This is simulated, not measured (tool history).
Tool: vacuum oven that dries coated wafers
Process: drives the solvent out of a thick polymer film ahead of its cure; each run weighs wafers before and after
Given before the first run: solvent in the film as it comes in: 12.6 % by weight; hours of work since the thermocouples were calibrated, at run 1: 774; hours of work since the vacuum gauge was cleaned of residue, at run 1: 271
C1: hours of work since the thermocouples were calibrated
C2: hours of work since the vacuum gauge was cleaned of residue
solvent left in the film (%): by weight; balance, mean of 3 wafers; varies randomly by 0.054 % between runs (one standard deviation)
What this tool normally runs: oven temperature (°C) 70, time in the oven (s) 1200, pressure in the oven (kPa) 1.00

{"run": 1, "hour": 0.0, "oven temperature (°C)": 70, "time in the oven (s)": 1200, "pressure in the oven (kPa)": 1.0, "C1": 774, "C2": 271, "solvent left in the film (%)": 2.05}
{"run": 2, "hour": 14.4, "oven temperature (°C)": 65, "time in the oven (s)": 1200, "pressure in the oven (kPa)": 1.0, "C1": 780, "C2": 277, "solvent left in the film (%)": 3.6}
{"run": 3, "hour": 24.5, "oven temperature (°C)": 65, "time in the oven (s)": 1200, "pressure in the oven (kPa)": 1.0, "C1": 785, "C2": 282, "solvent left in the film (%)": 3.47}
{"run": 4, "hour": 33.3, "oven temperature (°C)": 65, "time in the oven (s)": 1200, "pressure in the oven (kPa)": 1.0, "C1": 788, "C2": 285, "solvent left in the film (%)": 3.6}
{"run": 5, "hour": 45.5, "oven temperature (°C)": 65, "time in the oven (s)": 1200, "pressure in the oven (kPa)": 1.0, "C1": 794, "C2": 291, "solvent left in the film (%)": 3.44}
{"run": 6, "hour": 60.3, "oven temperature (°C)": 70, "time in the oven (s)": 1200, "pressure in the oven (kPa)": 0.76, "C1": 800, "C2": 297, "solvent left in the film (%)": 1.97}
{"run": 7, "hour": 79.2, "oven temperature (°C)": 70, "time in the oven (s)": 1200, "pressure in the oven (kPa)": 0.76, "C1": 808, "C2": 305, "solvent left in the film (%)": 1.95}
{"run": 8, "hour": 88.8, "oven temperature (°C)": 70, "time in the oven (s)": 1200, "pressure in the oven (kPa)": 0.76, "C1": 812, "C2": 309, "solvent left in the film (%)": 1.83}
{"run": 9, "hour": 107.3, "oven temperature (°C)": 70, "time in the oven (s)": 1200, "pressure in the oven (kPa)": 0.76, "C1": 820, "C2": 317, "solvent left in the film (%)": 2.03}
{"run": 10, "hour": 120.0, "oven temperature (°C)": 70, "time in the oven (s)": 1200, "pressure in the oven (kPa)": 0.76, "C1": 825, "C2": 322, "solvent left in the film (%)": 1.93}
{"run": 11, "hour": 129.9, "oven temperature (°C)": 70, "time in the oven (s)": 1200, "pressure in the oven (kPa)": 0.76, "C1": 829, "C2": 326, "solvent left in the film (%)": 1.92}
{"run": 12, "hour": 142.3, "oven temperature (°C)": 70, "time in the oven (s)": 2100, "pressure in the oven (kPa)": 1.0, "C1": 834, "C2": 331, "solvent left in the film (%)": 1.08}
{"run": 13, "hour": 154.8, "oven temperature (°C)": 63, "time in the oven (s)": 1680, "pressure in the oven (kPa)": 1.0, "C1": 840, "C2": 337, "solvent left in the film (%)": 3.09}
{"run": 14, "hour": 171.6, "oven temperature (°C)": 59, "time in the oven (s)": 780, "pressure in the oven (kPa)": 1.0, "C1": 847, "C2": 344, "solvent left in the film (%)": 6.69}
{"run": 15, "hour": 184.6, "oven temperature (°C)": 59, "time in the oven (s)": 780, "pressure in the oven (kPa)": 1.0, "C1": 852, "C2": 349, "solvent left in the film (%)": 6.87}
{"run": 16, "hour": 201.1, "oven temperature (°C)": 82, "time in the oven (s)": 600, "pressure in the oven (kPa)": 1.0, "C1": 859, "C2": 356, "solvent left in the film (%)": 1.2}
{"run": 17, "hour": 219.4, "oven temperature (°C)": 66, "time in the oven (s)": 1200, "pressure in the oven (kPa)": 0.72, "C1": 867, "C2": 364, "solvent left in the film (%)": 3.01}
{"run": 18, "hour": 238.2, "oven temperature (°C)": 62, "time in the oven (s)": 1200, "pressure in the oven (kPa)": 1.41, "C1": 875, "C2": 372, "solvent left in the film (%)": 4.7}

Alternative continuations, all from the tool just after run 18; predict every row:
{"run": "A", "hour": 249.1, "oven temperature (°C)": 57, "time in the oven (s)": 660, "pressure in the oven (kPa)": 1.99, "C1": 879, "C2": 376, "solvent left in the film (%)": "?"}
{"run": "B", "hour": 249.1, "oven temperature (°C)": 75, "time in the oven (s)": 720, "pressure in the oven (kPa)": 1.41, "C1": 879, "C2": 376, "solvent left in the film (%)": "?"}
{"run": "C", "hour": 249.1, "oven temperature (°C)": 59, "time in the oven (s)": 1140, "pressure in the oven (kPa)": 0.55, "C1": 879, "C2": 376, "solvent left in the film (%)": "?"}
{"run": "D", "hour": 249.1, "oven temperature (°C)": 68, "time in the oven (s)": 1800, "pressure in the oven (kPa)": 2.31, "C1": 879, "C2": 376, "solvent left in the film (%)": "?"}

run=A solvent_left_in_the_film_(%)=8.23
run=B solvent_left_in_the_film_(%)=2.45
run=C solvent_left_in_the_film_(%)=5.34
run=D solvent_left_in_the_film_(%)=2.56
Take away the tool's hidden state, keep each run's random variation, and the runs would have read:
run=A solvent_left_in_the_film_(%)=8.24
run=B solvent_left_in_the_film_(%)=2.46
run=C solvent_left_in_the_film_(%)=5.35
run=D solvent_left_in_the_film_(%)=2.56
